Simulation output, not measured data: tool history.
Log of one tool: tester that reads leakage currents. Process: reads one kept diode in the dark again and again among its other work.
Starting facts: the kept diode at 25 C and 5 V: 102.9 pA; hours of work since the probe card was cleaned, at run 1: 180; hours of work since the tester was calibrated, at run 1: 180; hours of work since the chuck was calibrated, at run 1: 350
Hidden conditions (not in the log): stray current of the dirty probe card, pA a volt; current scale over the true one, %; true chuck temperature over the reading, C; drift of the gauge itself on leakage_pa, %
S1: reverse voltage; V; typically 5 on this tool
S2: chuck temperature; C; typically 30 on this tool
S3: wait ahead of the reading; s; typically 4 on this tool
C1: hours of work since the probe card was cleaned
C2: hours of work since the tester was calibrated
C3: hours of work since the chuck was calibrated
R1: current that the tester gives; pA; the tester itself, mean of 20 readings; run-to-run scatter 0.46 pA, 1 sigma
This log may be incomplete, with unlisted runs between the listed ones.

run 1 day=0 | S1=5 S2=30 S3=4 | C1=180 C2=180 C3=350 | R1=156.35
run 2 day=2.925 | S1=5 S2=30 S3=4 | C1=235 C2=235 C3=405 | R1=156.43
run 3 day=6.279 | S1=13.31 S2=30 S3=4 | C1=299 C2=299 C3=469 | R1=242.48
run 4 day=12.271 | S1=13.31 S2=30 S3=4 | C1=413 C2=413 C3=582 | R1=245.01
run 5 day=15.408 | S1=13.31 S2=30 S3=1.87 | C1=472 C2=472 C3=642 | R1=247.74
run 6 day=20.008 | S1=13.31 S2=30 S3=1.87 | C1=559 C2=559 C3=729 | R1=252.26
run 7 day=24.788 | S1=13.31 S2=30 S3=1.87 | C1=650 C2=650 C3=820 | R1=252.84
-- day=25.179 chuck's temperature calibrated
run 8 day=28.467 | S1=5 S2=30 S3=0.67 | C1=718 C2=718 C3=62 | R1=170.26
run 9 day=34.192 | S1=5 S2=30 S3=0.67 | C1=827 C2=827 C3=171 | R1=173.34
run 10 day=38.2 | S1=5 S2=30 S3=0.69 | C1=903 C2=903 C3=247 | R1=174.44
run 11 day=44.846 | S1=5 S2=30 S3=0.69 | C1=1029 C2=1029 C3=373 | R1=176.77
run 12 day=47.625 | S1=5 S2=30 S3=0.69 | C1=1081 C2=1081 C3=426 | R1=177.76
-- day=51.471 chuck's temperature calibrated, once more
run 13 day=51.971 | S1=1.1 S2=30 S3=4.94 | C1=1162 C2=1162 C3=10 | R1=80.18
run 14 day=57.104 | S1=1.46 S2=26 S3=4.94 | C1=1260 C2=1260 C3=107 | R1=67.73
run 15 day=62.721 | S1=5 S2=27 S3=1.05 | C1=1366 C2=1366 C3=213 | R1=128.61
run 16 day=66.358 | S1=16.35 S2=46 S3=0.69 | C1=1435 C2=1435 C3=282 | R1=829.33
run 17 day=71.954 | S1=1.82 S2=36 S3=0.74 | C1=1541 C2=1541 C3=388 | R1=159.8

Forecast each of these 5 alternatives for the next run:
run A day=75.333 | S1=3.73 S2=33 S3=4 | C1=1605 C2=1605 C3=452 | R1=?
run B day=75.333 | S1=10.59 S2=29 S3=1.12 | C1=1605 C2=1605 C3=452 | R1=?
run C day=75.333 | S1=1.26 S2=23 S3=8.38 | C1=1605 C2=1605 C3=452 | R1=?
run D day=75.333 | S1=2.62 S2=20 S3=2.27 | C1=1605 C2=1605 C3=452 | R1=?
run E day=75.333 | S1=7.26 S2=29 S3=0.74 | C1=1605 C2=1605 C3=452 | R1=?

run=A R1=178.23
run=B R1=214.3
run=C R1=52.6
run=D R1=58.03
run=E R1=180.6
The same runs, with their run-to-run variation unchanged, on a tool lacking any hidden condition would have given:
run=A R1=167.52
run=B R1=194.76
run=C R1=49.15
run=D R1=52.88
run=E R1=165.93

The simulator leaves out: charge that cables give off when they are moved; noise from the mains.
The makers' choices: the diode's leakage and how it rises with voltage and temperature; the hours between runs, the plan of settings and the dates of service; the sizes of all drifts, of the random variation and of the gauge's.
